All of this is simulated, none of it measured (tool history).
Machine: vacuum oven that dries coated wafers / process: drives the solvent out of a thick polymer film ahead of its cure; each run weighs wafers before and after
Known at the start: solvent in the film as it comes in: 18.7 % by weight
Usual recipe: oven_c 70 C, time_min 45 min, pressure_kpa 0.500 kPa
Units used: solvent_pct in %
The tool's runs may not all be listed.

run      day  oven_c  time_min  pressure_kpa  solvent_pct
  1    0.000      70        45         0.500         4.11
  2    3.571      79        45         0.500         1.86
  3    7.092      79        45         0.500         1.82
  4   10.988      70        45         0.564         4.06
  5   12.688      70        45         1.546         4.82
  6   14.471      70        45         1.546         4.77
  7   17.329      76        45         1.546         2.91
  8   20.096      76        45         1.546         2.98
  9   23.529      59        45         0.500         7.35
 10   27.525      70        45         0.500         3.88
 11   30.850      70        76         0.500         1.73
 12   32.567      70        76         0.500         1.81
 13   35.458      70        76         0.500         1.51
 14   39.408      70        76         0.500         1.52
 15   42.404      80        45         0.500         1.38
 16   45.308      80        45         0.500         1.37
 17   48.579      80        30         0.500         2.86
 18   52.342      80        30         0.500         2.81
 19   56.383      80        30         0.500         2.70
 20   59.658      70        45         1.356         3.99
 21   62.433      70        45         0.500         3.61
 22   66.296      70        33         0.500         6.29
 23   68.396      70        31         0.500         6.73
 24   70.188      70        45         0.500         4.60
 25   72.604      70        45         0.500         4.66
 26   75.742      70        36         0.500         5.70
 27   77.438      70        36         0.500         5.74
 28   79.696      70        36         0.500         5.79
 29   81.608      74        36         0.694         4.56
 30   83.750      70        33         0.500         6.26
 31   87.575      59        45         0.685         8.24
 32   89.817      70        45         1.962         5.47
 33   93.133      70        45         1.962         5.43
 34   96.438      65        46         0.475         5.67
 35   98.283      65        46         0.475         5.70
 36  101.233      60        39         0.500         8.26
 37  104.988      83        40         0.305         1.40
 38  107.188      83        40         0.305         1.32
 39  109.262      83        40         1.120         1.73
 40  112.858      83        40         1.120         1.79
 41  114.983      56        59         1.576         8.39
 42  117.967      72        78         1.576         2.17
 43  119.717      70        45         0.726         4.29
 44  121.683      56        72         0.726         6.38
 45  124.592      85        45         0.534         0.82
 46  126.696      85        45         0.534         0.90
 47  129.204      85        45         0.534         0.98
 48  132.112      75        77         0.290         0.86

Withheld: 3 entries from between the runs. Position of each, and hidden state at the listed run before versus the listed run after:
Logged between run 12 and run 13: vacuum gauge cleaned of residue and calibrated (day 33.175)
  true wafer temperature over the reading, C: 2.69 -> 2.8; true pressure over the reading, kPa: 0.149 -> -0.004
  the result without the hidden state subtracted from the measured one, solvent_pct: -0.43 -> -0.56 %
Logged between run 21 and run 22: oven's thermocouples calibrated (day 65.075)
  true wafer temperature over the reading, C: 3.83 -> -0.37; true pressure over the reading, kPa: 0.065 -> 0.075
  the result without the hidden state subtracted from the measured one, solvent_pct: -1.13 -> +0.17 %
Logged between run 33 and run 34: vacuum gauge cleaned of residue and calibrated (day 96.046)
  true wafer temperature over the reading, C: 0.63 -> 0.76; true pressure over the reading, kPa: 0.139 -> 0.001
  the result without the hidden state subtracted from the measured one, solvent_pct: -0.11 -> -0.25 %
